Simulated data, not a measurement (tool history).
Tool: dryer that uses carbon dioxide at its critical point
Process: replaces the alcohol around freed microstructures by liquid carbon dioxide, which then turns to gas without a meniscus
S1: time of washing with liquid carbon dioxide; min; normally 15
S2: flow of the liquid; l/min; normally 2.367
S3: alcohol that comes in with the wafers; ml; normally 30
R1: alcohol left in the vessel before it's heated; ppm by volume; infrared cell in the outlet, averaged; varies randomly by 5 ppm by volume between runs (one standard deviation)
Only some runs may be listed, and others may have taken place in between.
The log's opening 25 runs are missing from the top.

run	hour	S1	S2	S3	R1
26	222.2	12	3.29	34	51
27	234.2	12	3.29	34	55
28	242.6	21	2.367	27	51
29	251	19	2.85	30	45
30	263	10	2.367	30	220
31	270	15	2.37	42	83
32	281.4	15	2.37	42	85
33	288.3	15	2.367	56	91
34	299.4	21	3.65	57	41
35	306.2	21	3.65	57	44
36	315.3	21	3.65	57	54
37	323.4	21	3.65	57	51
38	332.4	21	2.52	27	56
39	338.4	21	2.52	27	51
40	346.9	21	2.52	27	50
41	356.3	15	3.46	97	57
# hour 367: inlet filter changed
42	367.5	15	3.46	97	46
43	376.2	13	3.46	28	62
44	387.6	16	1.54	38	188
45	400.2	15	3.96	38	52
46	406.9	12	2.51	78	136

Predict each of these 5 candidate next runs independently; none follows another, all start after run 46:
A	416.1	15	1.44	94	?
B	416.1	12	2.73	81	?
C	416.1	15	3.18	116	?
D	416.1	15	2.367	30	?
E	416.1	21	1.59	71	?

run	R1
A	644
B	106
C	61
D	72
E	115
With the hidden condition removed and each run's random variation left untouched, the same runs would have given:
run	R1
A	578
B	52
C	8
D	19
E	61
